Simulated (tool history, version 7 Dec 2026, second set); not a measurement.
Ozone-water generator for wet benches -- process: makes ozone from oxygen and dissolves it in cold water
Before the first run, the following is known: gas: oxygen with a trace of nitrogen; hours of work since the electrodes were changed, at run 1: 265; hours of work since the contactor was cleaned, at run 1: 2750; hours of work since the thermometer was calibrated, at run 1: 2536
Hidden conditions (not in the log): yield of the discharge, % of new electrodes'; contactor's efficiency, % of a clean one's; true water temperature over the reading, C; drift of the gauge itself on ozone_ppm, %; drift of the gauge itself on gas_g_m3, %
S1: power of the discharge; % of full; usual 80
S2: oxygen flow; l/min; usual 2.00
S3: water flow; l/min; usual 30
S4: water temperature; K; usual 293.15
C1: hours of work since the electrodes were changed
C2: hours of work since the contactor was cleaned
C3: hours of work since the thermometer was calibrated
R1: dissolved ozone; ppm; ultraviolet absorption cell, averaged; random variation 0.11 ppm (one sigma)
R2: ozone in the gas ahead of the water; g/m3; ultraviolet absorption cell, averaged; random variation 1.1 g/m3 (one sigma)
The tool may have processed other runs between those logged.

Run 1, hour 0.0: usual settings; C1 265; C2 2750; C3 2536. Result: R1 8.2 ppm, R2 190.4 g/m3.
Run 2, hour 86.6: usual settings but S2 1.52 l/min; C1 329; C2 2814; C3 2600. Result: R1 7.7 ppm, R2 224.3 g/m3.
Run 3, hour 196.6: usual settings; C1 410; C2 2895; C3 2681. Result: R1 7.9 ppm, R2 188.9 g/m3.
Run 4, hour 285.8: usual settings; C1 476; C2 2961; C3 2747. Result: R1 7.9 ppm, R2 186.8 g/m3.
Run 5, hour 366.2: usual settings; C1 535; C2 3020; C3 2806. Result: R1 8.0 ppm, R2 189.8 g/m3.
Run 6, hour 456.2: usual settings; C1 601; C2 3087; C3 2872. Result: R1 7.8 ppm, R2 188.9 g/m3.
Run 7, hour 564.6: usual settings; C1 681; C2 3166; C3 2952. Result: R1 8.0 ppm, R2 187.5 g/m3.
Run 8, hour 643.3: usual settings but S3 31 l/min; C1 739; C2 3224; C3 3010. Result: R1 7.7 ppm, R2 187.1 g/m3.
Run 9, hour 712.1: usual settings but S3 31 l/min; C1 790; C2 3275; C3 3061. Result: R1 7.8 ppm, R2 187.9 g/m3.
Run 10, hour 794.1: usual settings but S4 291.15 K; C1 850; C2 3336; C3 3122. Result: R1 8.0 ppm, R2 185.3 g/m3.
Run 11, hour 917.0: usual settings but S4 291.15 K; C1 941; C2 3426; C3 3212. Result: R1 7.9 ppm, R2 186.6 g/m3.
Run 12, hour 1018.5: usual settings but S4 291.15 K; C1 1016; C2 3501; C3 3287. Result: R1 8.1 ppm, R2 185.1 g/m3.
Run 13, hour 1137.7: usual settings but S4 291.15 K; C1 1104; C2 3589; C3 3375. Result: R1 7.7 ppm, R2 184.6 g/m3.
Run 14, hour 1259.3: usual settings but S4 291.15 K; C1 1193; C2 3678; C3 3464. Result: R1 8.0 ppm, R2 184.3 g/m3.
Run 15, hour 1364.3: usual settings but S4 291.15 K; C1 1271; C2 3756; C3 3542. Result: R1 7.7 ppm, R2 184.2 g/m3.
Run 16, hour 1479.5: usual settings but S4 291.15 K; C1 1355; C2 3841; C3 3627. Result: R1 7.9 ppm, R2 186.6 g/m3.
At hour 1516.8: contactor cleaned.
Run 17, hour 1562.6: usual settings but S1 55 % of full, S2 1.48 l/min, S4 289.15 K; C1 1414; C2 34; C3 3685. Result: R1 5.6 ppm, R2 164.1 g/m3.
At hour 1570.6: water thermometer calibrated.
Run 18, hour 1662.7: usual settings but S1 82 % of full, S2 1.48 l/min, S4 289.15 K; C1 1487; C2 107; C3 68. Result: R1 8.1 ppm, R2 224.9 g/m3.
Run 19, hour 1762.1: usual settings but S1 82 % of full, S2 1.48 l/min, S4 290.15 K; C1 1560; C2 180; C3 141. Result: R1 7.9 ppm, R2 218.8 g/m3.
Run 20, hour 1818.7: usual settings but S1 77 % of full, S2 1.48 l/min, S4 290.15 K; C1 1602; C2 222; C3 183. Result: R1 7.1 ppm, R2 213.6 g/m3.
Run 21, hour 1883.0: usual settings but S1 49 % of full, S2 1.19 l/min; C1 1650; C2 270; C3 230. Result: R1 4.9 ppm, R2 170.9 g/m3.
At hour 1894.0: water thermometer calibrated, once more.
Run 22, hour 1986.4: usual settings but S1 49 % of full, S2 1.19 l/min; C1 1725; C2 345; C3 68. Result: R1 4.9 ppm, R2 169.1 g/m3.
Run 23, hour 2065.6: usual settings but S1 49 % of full, S2 2.97 l/min; C1 1784; C2 404; C3 126. Result: R1 6.1 ppm, R2 98.6 g/m3.
Run 24, hour 2149.8: usual settings but S4 292.15 K; C1 1846; C2 466; C3 189. Result: R1 8.0 ppm, R2 184.0 g/m3.
Run 25, hour 2241.3: usual settings but S3 47 l/min, S4 299.15 K; C1 1913; C2 533; C3 256. Result: R1 4.8 ppm, R2 182.5 g/m3.
Run 26, hour 2347.4: usual settings but S1 72 % of full, S2 3.17 l/min, S3 24 l/min, S4 295.15 K; C1 1992; C2 612; C3 334. Result: R1 9.9 ppm, R2 128.3 g/m3.
Run 27, hour 2419.7: usual settings but S1 72 % of full, S2 3.17 l/min, S3 24 l/min, S4 295.15 K; C1 2045; C2 665; C3 388. Result: R1 9.6 ppm, R2 126.4 g/m3.
Run 28, hour 2523.1: usual settings but S2 3.57 l/min; C1 2121; C2 741; C3 464. Result: R1 8.8 ppm, R2 127.9 g/m3.
Run 29, hour 2648.5: usual settings but S1 58 % of full, S2 1.28 l/min; C1 2213; C2 833; C3 556. Result: R1 5.5 ppm, R2 183.2 g/m3.
Run 30, hour 2727.0: usual settings but S1 58 % of full, S2 1.04 l/min; C1 2271; C2 891; C3 614. Result: R1 5.3 ppm, R2 206.9 g/m3.
Run 31, hour 2830.9: usual settings but S1 58 % of full, S2 1.04 l/min, S3 35 l/min; C1 2348; C2 968; C3 691. Result: R1 4.5 ppm, R2 206.0 g/m3.
Run 32, hour 2910.9: usual settings but S2 2.77 l/min, S3 34 l/min; C1 2407; C2 1027; C3 750. Result: R1 7.6 ppm, R2 148.0 g/m3.

4 options for the next run, each taken on its own from the tool as it stands now. Forecast them:
Run A, hour 3018.8: usual settings but S2 1.17 l/min, S3 34 l/min; C1 2486; C2 1106; C3 829. Result: R1 ?, R2 ?.
Run B, hour 3018.8: usual settings but S2 2.77 l/min, S3 34 l/min, S4 295.15 K; C1 2486; C2 1106; C3 829. Result: R1 ?, R2 ?.
Run C, hour 3018.8: usual settings but S2 2.28 l/min; C1 2486; C2 1106; C3 829. Result: R1 ?, R2 ?.
Run D, hour 3018.8: usual settings but S2 1.37 l/min; C1 2486; C2 1106; C3 829. Result: R1 ?, R2 ?.

run   R1     R2
  A  6.0  244.4
  B  7.5  148.5
  C  7.9  165.4
  D  7.0  223.6
Stripped of hidden state, with their random variation kept, the same runs would have yielded:
run   R1     R2
  A  6.5  260.5
  B  8.1  158.2
  C  8.6  176.2
  D  7.6  238.3

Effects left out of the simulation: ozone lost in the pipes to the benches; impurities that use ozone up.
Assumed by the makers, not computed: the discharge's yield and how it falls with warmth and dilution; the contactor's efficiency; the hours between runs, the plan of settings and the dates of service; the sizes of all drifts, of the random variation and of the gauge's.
